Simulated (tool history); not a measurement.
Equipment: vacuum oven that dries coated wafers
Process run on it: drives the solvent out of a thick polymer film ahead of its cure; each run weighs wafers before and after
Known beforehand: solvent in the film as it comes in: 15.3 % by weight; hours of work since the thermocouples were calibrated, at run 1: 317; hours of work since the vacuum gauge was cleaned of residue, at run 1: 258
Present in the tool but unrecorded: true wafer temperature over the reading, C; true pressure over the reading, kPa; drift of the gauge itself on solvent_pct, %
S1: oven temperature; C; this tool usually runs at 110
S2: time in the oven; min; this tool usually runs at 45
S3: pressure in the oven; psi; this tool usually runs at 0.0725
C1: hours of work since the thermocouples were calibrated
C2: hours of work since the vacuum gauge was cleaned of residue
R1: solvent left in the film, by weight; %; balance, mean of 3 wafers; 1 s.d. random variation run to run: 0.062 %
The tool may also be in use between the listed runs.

run,hour,S1,S2,S3,C1,C2,R1
1,0.0,110,45,0.0725,317,258,3.73
2,12.8,110,45,0.0725,322,263,3.77
3,29.1,110,45,0.0725,329,270,3.75
4,44.1,110,45,0.0522,335,276,3.54
5,60.8,117,45,0.0725,342,283,2.48
6,67.9,117,45,0.0725,345,286,2.53
7,75.2,117,45,0.1929,348,288,3.23
8,85.5,117,45,0.1929,352,293,3.26
9,102.6,107,45,0.0725,359,300,4.41
10,119.1,100,47,0.0725,366,306,5.65
11,127.7,101,44,0.1564,369,310,6.48
12,135.6,113,44,0.0376,373,313,3.03
13,152.5,113,44,0.0376,380,320,3.05
14,168.0,101,36,0.0580,386,326,6.49
15,176.8,101,41,0.1178,389,330,6.41
16,186.2,109,45,0.1334,393,334,4.51
17,195.7,105,54,0.0415,397,338,3.78
18,204.2,105,54,0.0415,401,341,3.87

Predict each of these 5 candidate next runs independently; none follows another, all start after run 18:
A,215.2,105,52,0.1368,405,346,?
B,215.2,108,60,0.1012,405,346,?
C,215.2,99,67,0.0415,405,346,?
D,215.2,115,37,0.1038,405,346,?
E,215.2,95,56,0.1780,405,346,?

run,R1
A,4.61
B,3.40
C,4.18
D,3.79
E,7.12
With the hidden condition removed and each run's random variation left untouched, the same runs would have given:
run,R1
A,4.57
B,3.34
C,4.10
D,3.79
E,7.06
